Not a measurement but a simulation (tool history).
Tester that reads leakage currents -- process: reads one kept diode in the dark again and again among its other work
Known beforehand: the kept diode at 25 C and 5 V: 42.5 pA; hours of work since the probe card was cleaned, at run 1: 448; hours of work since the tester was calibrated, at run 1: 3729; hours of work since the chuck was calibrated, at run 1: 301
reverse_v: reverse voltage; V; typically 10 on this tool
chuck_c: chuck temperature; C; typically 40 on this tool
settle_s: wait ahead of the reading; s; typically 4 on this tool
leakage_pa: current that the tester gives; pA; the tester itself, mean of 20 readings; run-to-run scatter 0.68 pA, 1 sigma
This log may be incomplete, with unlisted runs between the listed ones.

run	hour	reverse_v	chuck_c	settle_s	hours of work since the probe card was cleaned	hours of work since the tester was calibrated	hours of work since the chuck was calibrated	leakage_pa
1	0	10	40	4	448	3729	301	232.47
2	188.4	10	30	4	595	3876	448	96.95
3	393.3	10	30	4	755	4037	608	97.46
4	504.1	10	30	4	842	4123	695	96.98
5	655.7	10	30	4	961	4242	813	97.76
6	824.5	10	40	4	1093	4374	945	229.92
7	938.6	10	40	4	1182	4463	1035	229.49
# hour 1032.2: probe card cleaned and baked
8	1044.4	10	40	4	10	4544	1115	221.92
9	1213.8	10	40	4	142	4676	1247	221.88
# hour 1355.9: tester calibrated
10	1408.9	10	40	4	293	41	1398	226.74
# hour 1618.5: chuck's temperature calibrated
11	1624.4	9.1	40	4	460	208	5	230.88
12	1777.8	9.1	40	4	580	328	125	231.36
13	1938	9.1	40	4	705	454	250	230.06
14	2038.5	1.2	40	4	784	532	328	73.28
15	2142.4	1.2	40	4	865	614	410	73.12
16	2329.8	1.2	40	4	1012	760	556	72.91
17	2459.2	10	40	4	1113	861	657	241.32
18	2558.6	10	40	4	1190	939	735	239.67
# hour 2658.2: probe card cleaned and baked
19	2680.3	10	40	4	17	1032	828	234.23
20	2850.6	10	40	4	150	1165	961	234.08
21	3024.8	10	40	4	287	1301	1097	232.47
22	3210.4	10	40	4	432	1446	1243	232.53
23	3366.3	1.5	40	4	554	1568	1364	79.47
24	3554.9	3.8	42	3.39	701	1716	1512	158.47
# hour 3619.2: chuck's temperature calibrated
25	3716.6	10	55	1.59	826	1841	76	816.64
26	3851.5	10	55	5.67	932	1946	182	809.96
27	4013.1	10	37	4	1058	2073	308	188.2
28	4126.2	10	37	4	1146	2161	396	186.94
# hour 4268.6: probe card cleaned and baked
29	4305.2	10	37	4	29	2299	534	180.81
30	4443.6	10	37	0.86	137	2407	642	182.12
31	4624.4	11.3	44	9.05	278	2548	784	350.65
32	4725.3	2.7	44	9.05	357	2627	863	156.94
33	4937.6	15.6	24	0.8	523	2793	1029	77.59
34	5170.6	10	59	0.51	705	2975	1211	1064.48
35	5389.5	10	59	0.51	877	3146	1382	1060.98
36	5496.7	12.3	23	7.03	960	3230	1466	60.75
# hour 5637.5: chuck's temperature calibrated
37	5721.4	3.4	40	7.89	1134	3404	66	132.04
# hour 5888.5: probe card cleaned and baked
38	5953.1	3.4	30	2.41	51	3583	244	53.87
39	6087.9	19.1	40	6.61	156	3689	350	338.65
40	6184.6	1.7	60	8.86	232	3764	425	436.9

Here are 3 independent what-if runs from the current tool condition. What would each one return?
A	6417.3	2.3	60	5.86	414	3946	607	?
B	6417.3	19.6	26	8.86	414	3946	607	?
C	6417.3	11.6	24	3.32	414	3946	607	?

run	leakage_pa
A	516.67
B	102.19
C	63.16
Without the tool's unlogged condition, the same runs would have read:
run	leakage_pa
A	532.02
B	101.15
C	62.65

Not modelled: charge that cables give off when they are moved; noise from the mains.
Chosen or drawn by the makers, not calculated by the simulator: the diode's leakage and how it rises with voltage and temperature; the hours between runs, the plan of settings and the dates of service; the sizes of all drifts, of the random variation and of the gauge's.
